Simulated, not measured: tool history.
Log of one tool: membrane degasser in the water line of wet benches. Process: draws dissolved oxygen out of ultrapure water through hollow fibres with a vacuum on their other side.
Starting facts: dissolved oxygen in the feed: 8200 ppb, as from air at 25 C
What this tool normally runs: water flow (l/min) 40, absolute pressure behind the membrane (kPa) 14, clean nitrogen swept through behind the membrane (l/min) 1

run    hour  water flow (l/min)  absolute pressure behind the membrane (kPa)  clean nitrogen swept through behind the membrane (l/min)  dissolved oxygen in the water behind the degasser (ppb)  pressure that the water loses in the fibres (kPa)
  1       0                  40                                           14                                                         1                                                    805.2                                               38.3
  2    71.3                  40                                           14                                                         1                                                    804.2                                              38.42
  3   124.5                  40                                           14                                                         1                                                    801.6                                              38.17
  4   213.1                  40                                           14                                                         1                                                    805.2                                              38.29
  5   298.8                  40                                           14                                                         1                                                    802.5                                              38.28
  6   358.1                  40                                         11.9                                                         1                                                      660                                              38.24
  7   412.5                  40                                         11.9                                                         1                                                    658.1                                              38.47
  8   516.9                  40                                           14                                                         1                                                    804.8                                              38.16
  9     596                  40                                           14                                                         1                                                    803.3                                              38.39
 10     713                  40                                           14                                                         1                                                    802.2                                              38.34
 11   773.5                  40                                           14                                                      0.75                                                    988.8                                              38.51
 12   856.2                  40                                           14                                                         1                                                    805.5                                               38.2
 13   940.8                  40                                           14                                                         1                                                    803.7                                              38.05
      946.2  -- vacuum gauge calibrated
 14  1028.2                  40                                           14                                                         1                                                    805.9                                              38.04
 15  1092.2                  40                                           14                                                         1                                                    804.1                                              38.08
 16  1153.5                  40                                           14                                                         1                                                    803.1                                              38.59
 17    1255                  40                                           14                                                         1                                                    807.1                                              37.99
 18  1331.7                  27                                           14                                                      1.22                                                    505.6                                              25.83
     1401.3  -- vacuum gauge calibrated, once more
 19  1401.5                  46                                         28.4                                                      1.22                                                   1618.7                                              44.09
 20  1515.4                  61                                         26.1                                                         1                                                   2052.8                                              58.38
 21    1565                  41                                          9.5                                                      1.77                                                    313.1                                              39.49
 22  1632.6                  44                                         26.6                                                      2.28                                                    918.2                                              42.18
 23  1738.7                  29                                          9.4                                                      0.91                                                    397.5                                              27.66
 24    1826                  28                                         17.5                                                      0.91                                                    846.4                                               26.9
 25  1874.3                  28                                         17.5                                                      0.91                                                    848.9                                              26.98
 26    1974                  28                                         17.5                                                      0.91                                                    849.3                                              26.85
 27  2042.7                  28                                         17.5                                                      0.91                                                      849                                              27.05
 28  2116.7                  40                                           14                                                      2.61                                                    369.8                                               38.2
 29    2178                  40                                           14                                                      2.61                                                    368.8                                              37.99
 30  2249.7                  40                                           14                                                      2.61                                                    367.9                                              38.36
 31    2342                  51                                           14                                                      2.61                                                    461.2                                              48.97
 32  2442.5                  60                                         17.7                                                      2.77                                                    664.4                                              57.31

How would selected steps in dissolved oxygen in the water behind the degasser (ppb) from run to run divide? Give the signed amount a tool lacking its hidden state would still show from settings, what came in and random variation, and the signed amount left for the hidden state, including any gauge scatter that is not in both of the compared results.
The hidden state here: membrane still open, %; true pressure behind the membrane over the reading, kPa; air that leaks in behind the membrane, l/min; drift of the gauge itself on oxygen_ppb, %; drift of the gauge itself on loss_of_pressure_kpa, %.
Run 18 -> 19: water flow (l/min) 27 -> 46, absolute pressure behind the membrane (kPa) 14 -> 28.4, vacuum gauge calibrated, once more. dissolved oxygen in the water behind the degasser (ppb) +1113.1: hidden state -3, all else +1116.1.
Run 19 -> 20: water flow (l/min) 46 -> 61, absolute pressure behind the membrane (kPa) 28.4 -> 26.1, clean nitrogen swept through behind the membrane (l/min) 1.22 -> 1. dissolved oxygen in the water behind the degasser (ppb) +434.1: hidden state -3.6, all else +437.7.
Run 20 -> 21: water flow (l/min) 61 -> 41, absolute pressure behind the membrane (kPa) 26.1 -> 9.5, clean nitrogen swept through behind the membrane (l/min) 1 -> 1.77. dissolved oxygen in the water behind the degasser (ppb) -1739.7: hidden state +2, all else -1741.7.
Run 21 -> 22: water flow (l/min) 41 -> 44, absolute pressure behind the membrane (kPa) 9.5 -> 26.6, clean nitrogen swept through behind the membrane (l/min) 1.77 -> 2.28. dissolved oxygen in the water behind the degasser (ppb) +605.1: hidden state +3, all else +602.1.
